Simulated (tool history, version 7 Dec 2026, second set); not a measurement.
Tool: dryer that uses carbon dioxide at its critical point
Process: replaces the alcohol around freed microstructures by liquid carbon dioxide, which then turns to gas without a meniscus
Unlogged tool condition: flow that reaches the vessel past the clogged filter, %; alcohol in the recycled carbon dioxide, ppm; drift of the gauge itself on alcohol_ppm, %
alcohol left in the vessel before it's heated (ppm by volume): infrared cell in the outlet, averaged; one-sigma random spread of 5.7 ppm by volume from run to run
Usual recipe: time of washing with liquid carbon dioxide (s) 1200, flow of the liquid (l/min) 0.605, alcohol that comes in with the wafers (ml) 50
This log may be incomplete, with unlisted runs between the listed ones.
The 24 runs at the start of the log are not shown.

| run | hour | time of washing with liquid carbon dioxide (s) | flow of the liquid (l/min) | alcohol that comes in with the wafers (ml) | hours of work since the filter was changed | hours of work since the purifier's bed was changed | alcohol left in the vessel before it's heated (ppm by volume) |
|---|---|---|---|---|---|---|---|
| 25 | 622.2 | 900 | 0.627 | 99 | 118 | 737 | 1373 |
| 26 | 653.8 | 900 | 0.627 | 101 | 142 | 761 | 1424 |
| 27 | 689.9 | 900 | 0.627 | 101 | 168 | 787 | 1441 |
| 28 | 708.2 | 960 | 0.627 | 36 | 182 | 801 | 588 |
| 29 | 744.1 | 1740 | 0.508 | 36 | 208 | 828 | 286 |
| 30 | 781.7 | 1140 | 0.668 | 50 | 236 | 855 | 424 |
| 31 | 818.0 | 1200 | 0.717 | 50 | 263 | 882 | 340 |
| 32 | 848.5 | 1560 | 0.403 | 29 | 286 | 905 | 539 |
| 33 | 871.4 | 1560 | 0.403 | 29 | 303 | 922 | 555 |
| 34 | 900.2 | 1560 | 0.403 | 29 | 324 | 943 | 551 |
| 35 | 924.6 | 1200 | 0.605 | 82 | 342 | 961 | 704 |
| 36 | 959.3 | 1200 | 0.605 | 82 | 368 | 987 | 740 |
| 37 | 987.5 | 1140 | 0.605 | 48 | 389 | 1008 | 601 |
| 38 | 1017.9 | 1140 | 0.524 | 76 | 411 | 1030 | 1301 |
|  | 1020.8 | inlet filter changed |
| 39 | 1038.4 | 1440 | 0.605 | 50 | 13 | 1045 | 357 |
| 40 | 1072.1 | 1200 | 0.605 | 55 | 38 | 1070 | 503 |
|  | 1079.7 | purifier's bed changed |
| 41 | 1101.3 | 1260 | 0.605 | 25 | 57 | 16 | 94 |
| 42 | 1137.6 | 1320 | 0.406 | 50 | 84 | 43 | 769 |
| 43 | 1169.7 | 1320 | 0.406 | 50 | 108 | 67 | 776 |
| 44 | 1191.6 | 1080 | 0.477 | 50 | 124 | 83 | 890 |
| 45 | 1211.4 | 720 | 0.605 | 65 | 139 | 98 | 1864 |
| 46 | 1237.8 | 720 | 0.605 | 26 | 159 | 117 | 799 |

Alternative continuations, all from the tool just after run 46; predict every row:
| A | 1271.3 | 1200 | 0.375 | 50 | 183 | 142 | ? |
| B | 1271.3 | 1800 | 0.762 | 29 | 183 | 142 | ? |
| C | 1271.3 | 1680 | 0.591 | 50 | 183 | 142 | ? |
| D | 1271.3 | 1200 | 0.428 | 50 | 183 | 142 | ? |

| run | alcohol left in the vessel before it's heated (ppm by volume) |
|---|---|
| A | 1477 |
| B | 49 |
| C | 87 |
| D | 1017 |
With the hidden condition removed and each run's random variation left untouched, the same runs would have given:
| run | alcohol left in the vessel before it's heated (ppm by volume) |
|---|---|
| A | 1251 |
| B | 8 |
| C | 36 |
| D | 834 |
